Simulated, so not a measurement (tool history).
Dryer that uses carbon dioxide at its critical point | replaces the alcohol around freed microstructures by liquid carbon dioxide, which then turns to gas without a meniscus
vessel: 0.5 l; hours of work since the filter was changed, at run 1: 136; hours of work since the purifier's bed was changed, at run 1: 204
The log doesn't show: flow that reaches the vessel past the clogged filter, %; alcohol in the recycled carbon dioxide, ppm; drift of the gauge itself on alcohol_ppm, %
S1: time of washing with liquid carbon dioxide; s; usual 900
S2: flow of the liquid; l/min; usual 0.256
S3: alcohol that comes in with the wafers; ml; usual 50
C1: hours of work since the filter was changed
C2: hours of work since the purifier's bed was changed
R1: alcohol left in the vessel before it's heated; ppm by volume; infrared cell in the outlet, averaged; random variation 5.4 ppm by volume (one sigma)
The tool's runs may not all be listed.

run   hour    S1     S2  S3   C1   C2    R1
  1      0   900  0.256  50  136  204   178
  2   46.9   900  0.256  50  162  230   184
  3  110.3   900  0.256  50  197  264   184
  4  157.4   900  0.256  50  222  290   202
  5  202.2   780  0.256  50  247  314   426
  6  240.7   780  0.256  22  268  336   224
  7  288.9   900  0.235  50  294  362   349
  8  347.5   900  0.256  50  326  394   212
  9  392.4   900  0.256  50  351  418   236
 10  437.3   900  0.256  50  375  443   237
 11  502.1  1080  0.256  46  411  478   114
 12  541.1  1080  0.256  46  432  500   109
 13    574   900  0.188  28  450  518   714
 14  622.8   900  0.188  28  477  544   731
 15  680.1   900  0.188  28  508  575   719
 16  744.4  1140  0.221  95  543  611   318
 17  774.8  1140  0.221  95  560  627   311
 18  803.3   660  0.194  50  575  643  3694
     838.4  -- inlet filter changed
 19  870.4   660  0.251  50   17  679   938
 20  901.9   960  0.262  50   35  696   150

How the hidden state differs across the entries between the runs, from the last listed run before each to the first after it:
Between runs 18 and 19: inlet filter changed (hour 838.4)
  flow that reaches the vessel past the clogged filter, %: 92.4 -> 99.7; alcohol in the recycled carbon dioxide, ppm: 75.7 -> 79.5
  measured less the result without the state, R1: +942 -> +87 ppm by volume
